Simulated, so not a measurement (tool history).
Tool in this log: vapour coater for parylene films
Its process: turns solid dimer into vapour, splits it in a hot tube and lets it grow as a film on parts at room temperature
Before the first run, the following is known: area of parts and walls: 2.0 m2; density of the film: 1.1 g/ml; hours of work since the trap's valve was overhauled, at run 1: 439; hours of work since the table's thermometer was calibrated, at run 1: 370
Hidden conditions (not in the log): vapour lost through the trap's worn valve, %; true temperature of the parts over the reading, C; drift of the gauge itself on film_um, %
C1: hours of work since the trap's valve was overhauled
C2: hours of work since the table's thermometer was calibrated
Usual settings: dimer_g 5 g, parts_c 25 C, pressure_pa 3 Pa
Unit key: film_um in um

run 1 hour=0 | dimer_g=5 parts_c=25 pressure_pa=3 | C1=439 C2=370 | film_um=1.55
run 2 hour=58.2 | dimer_g=5 parts_c=26 pressure_pa=3 | C1=464 C2=395 | film_um=1.489
run 3 hour=89.8 | dimer_g=5 parts_c=25 pressure_pa=3 | C1=478 C2=409 | film_um=1.556
run 4 hour=117.1 | dimer_g=5 parts_c=23 pressure_pa=3 | C1=490 C2=421 | film_um=1.695
-- hour=169.7 trap's valve overhauled
run 5 hour=170.4 | dimer_g=5 parts_c=23 pressure_pa=3 | C1=0 C2=442 | film_um=1.838
run 6 hour=227 | dimer_g=5 parts_c=23 pressure_pa=3 | C1=25 C2=467 | film_um=1.823
run 7 hour=265.2 | dimer_g=5 parts_c=21 pressure_pa=3 | C1=42 C2=484 | film_um=1.991
run 8 hour=317.2 | dimer_g=5 parts_c=21 pressure_pa=3 | C1=64 C2=506 | film_um=1.983
run 9 hour=343.5 | dimer_g=5 parts_c=21 pressure_pa=3 | C1=76 C2=518 | film_um=1.989
run 10 hour=375.8 | dimer_g=5 parts_c=21 pressure_pa=3 | C1=90 C2=532 | film_um=1.972
run 11 hour=405.7 | dimer_g=5 parts_c=25 pressure_pa=8.61 | C1=103 C2=545 | film_um=1.565
run 12 hour=438.8 | dimer_g=7 parts_c=23 pressure_pa=3.41 | C1=117 C2=559 | film_um=2.515
run 13 hour=497.5 | dimer_g=7 parts_c=23 pressure_pa=3.41 | C1=143 C2=585 | film_um=2.516
run 14 hour=536.5 | dimer_g=5 parts_c=26 pressure_pa=8.15 | C1=160 C2=602 | film_um=1.478
run 15 hour=583.5 | dimer_g=5 parts_c=26 pressure_pa=7.31 | C1=180 C2=622 | film_um=1.497
run 16 hour=613.4 | dimer_g=4 parts_c=33 pressure_pa=2.6 | C1=193 C2=635 | film_um=0.919
run 17 hour=654.1 | dimer_g=6 parts_c=25 pressure_pa=6.93 | C1=211 C2=653 | film_um=1.875
run 18 hour=706 | dimer_g=4 parts_c=28 pressure_pa=9.16 | C1=233 C2=675 | film_um=1.071
run 19 hour=765.7 | dimer_g=5 parts_c=25 pressure_pa=2.86 | C1=259 C2=701 | film_um=1.626
run 20 hour=819.4 | dimer_g=5 parts_c=25 pressure_pa=5.6 | C1=283 C2=725 | film_um=1.565
run 21 hour=875.3 | dimer_g=3 parts_c=25 pressure_pa=11.54 | C1=307 C2=749 | film_um=0.897

Below are 4 alternative next runs, each starting from the tool's condition after run 21. Predict each:
run A hour=902.5 | dimer_g=3 parts_c=37 pressure_pa=9.68 | C1=319 C2=761 | film_um=?
run B hour=902.5 | dimer_g=6 parts_c=29 pressure_pa=2.38 | C1=319 C2=761 | film_um=?
run C hour=902.5 | dimer_g=4 parts_c=33 pressure_pa=6.55 | C1=319 C2=761 | film_um=?
run D hour=902.5 | dimer_g=4 parts_c=24 pressure_pa=10.01 | C1=319 C2=761 | film_um=?

run=A film_um=0.53
run=B film_um=1.634
run=C film_um=0.871
run=D film_um=1.264
Without the tool's unlogged condition, the same runs would have read:
run=A film_um=0.549
run=B film_um=1.695
run=C film_um=0.903
run=D film_um=1.312
